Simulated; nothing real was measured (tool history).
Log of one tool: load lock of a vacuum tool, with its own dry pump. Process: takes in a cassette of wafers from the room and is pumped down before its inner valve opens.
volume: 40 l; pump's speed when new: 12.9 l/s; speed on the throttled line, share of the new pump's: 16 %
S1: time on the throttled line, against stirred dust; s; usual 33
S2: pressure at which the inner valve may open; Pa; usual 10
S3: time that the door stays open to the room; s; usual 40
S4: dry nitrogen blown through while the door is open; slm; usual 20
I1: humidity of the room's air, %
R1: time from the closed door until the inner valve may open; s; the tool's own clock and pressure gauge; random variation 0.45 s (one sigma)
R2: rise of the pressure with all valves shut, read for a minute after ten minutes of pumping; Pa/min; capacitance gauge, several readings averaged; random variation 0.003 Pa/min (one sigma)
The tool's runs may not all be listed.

{"run": 1, "hour": 0.0, "S1": 33, "S2": 10, "S3": 40, "S4": 20, "I1": 45.6, "R1": 63.4, "R2": 0.201}
{"run": 2, "hour": 254.0, "S1": 33, "S2": 10, "S3": 40, "S4": 20, "I1": 48, "R1": 62.7, "R2": 0.209}
{"run": 3, "hour": 431.8, "S1": 33, "S2": 10, "S3": 40, "S4": 29, "I1": 44.2, "R1": 62.5, "R2": 0.218}
{"run": 4, "hour": 573.8, "S1": 33, "S2": 10, "S3": 153, "S4": 29, "I1": 45.4, "R1": 62.3, "R2": 0.234}
{"run": 5, "hour": 861.8, "S1": 33, "S2": 10, "S3": 40, "S4": 20, "I1": 45.1, "R1": 63.6, "R2": 0.244}
{"run": 6, "hour": 1186.2, "S1": 33, "S2": 10, "S3": 40, "S4": 20, "I1": 46.3, "R1": 63, "R2": 0.256}
{"run": 7, "hour": 1486.9, "S1": 33, "S2": 10, "S3": 40, "S4": 20, "I1": 46, "R1": 63.3, "R2": 0.275}
{"run": 8, "hour": 1724.1, "S1": 33, "S2": 10, "S3": 40, "S4": 20, "I1": 46, "R1": 63.4, "R2": 0.281}
{"run": 9, "hour": 1899.0, "S1": 33, "S2": 10, "S3": 40, "S4": 20, "I1": 48.3, "R1": 64.3, "R2": 0.3}
{"hour": 1955.0, "done": "dry pump taken out, an overhauled one fitted"}
{"run": 10, "hour": 2041.1, "S1": 33, "S2": 10, "S3": 40, "S4": 20, "I1": 43.1, "R1": 56, "R2": 0.318}
{"run": 11, "hour": 2246.2, "S1": 33, "S2": 10, "S3": 40, "S4": 20, "I1": 47.3, "R1": 56, "R2": 0.332}
{"run": 12, "hour": 2572.6, "S1": 33, "S2": 10, "S3": 40, "S4": 20, "I1": 46.7, "R1": 56.4, "R2": 0.339}
{"hour": 2634.9, "done": "door's seal changed, seat wiped"}
{"run": 13, "hour": 2777.7, "S1": 54, "S2": 10, "S3": 40, "S4": 20, "I1": 46.6, "R1": 74.1, "R2": 0.024}
{"run": 14, "hour": 3094.1, "S1": 54, "S2": 10, "S3": 40, "S4": 20, "I1": 43.9, "R1": 73.5, "R2": 0.028}
{"run": 15, "hour": 3418.2, "S1": 54, "S2": 10, "S3": 40, "S4": 20, "I1": 42.5, "R1": 73.6, "R2": 0.032}
{"run": 16, "hour": 3749.5, "S1": 37, "S2": 10, "S3": 40, "S4": 20, "I1": 44.5, "R1": 59.5, "R2": 0.034}
{"run": 17, "hour": 3967.7, "S1": 37, "S2": 10, "S3": 40, "S4": 20, "I1": 44.9, "R1": 59.6, "R2": 0.047}
{"run": 18, "hour": 4129.1, "S1": 33, "S2": 10, "S3": 84, "S4": 17, "I1": 42.2, "R1": 57.1, "R2": 0.057}
{"run": 19, "hour": 4276.8, "S1": 23, "S2": 8, "S3": 35, "S4": 39, "I1": 41.2, "R1": 49.1, "R2": 0.041}
{"run": 20, "hour": 4449.7, "S1": 23, "S2": 8, "S3": 43, "S4": 29, "I1": 45.1, "R1": 49.5, "R2": 0.051}
{"run": 21, "hour": 4588.6, "S1": 33, "S2": 10, "S3": 40, "S4": 18, "I1": 44.9, "R1": 57, "R2": 0.062}
{"run": 22, "hour": 4762.6, "S1": 33, "S2": 10, "S3": 81, "S4": 10, "I1": 42.9, "R1": 57, "R2": 0.073}
{"run": 23, "hour": 5030.6, "S1": 33, "S2": 10, "S3": 81, "S4": 10, "I1": 48.1, "R1": 57.7, "R2": 0.085}
{"run": 24, "hour": 5338.6, "S1": 33, "S2": 10, "S3": 82, "S4": 10, "I1": 45.7, "R1": 58, "R2": 0.097}

Run 25 comes next. What will it give?
{"run": 25, "hour": 5478.2, "S1": 33, "S2": 10, "S3": 82, "S4": 10, "I1": 45.8, "R1": "?", "R2": "?"}

Run 25 gave R1 57.3 s, R2 0.107 Pa/min.
Without the tool's hidden state the same run would have given R1 56.2 s, R2 0.045 Pa/min.
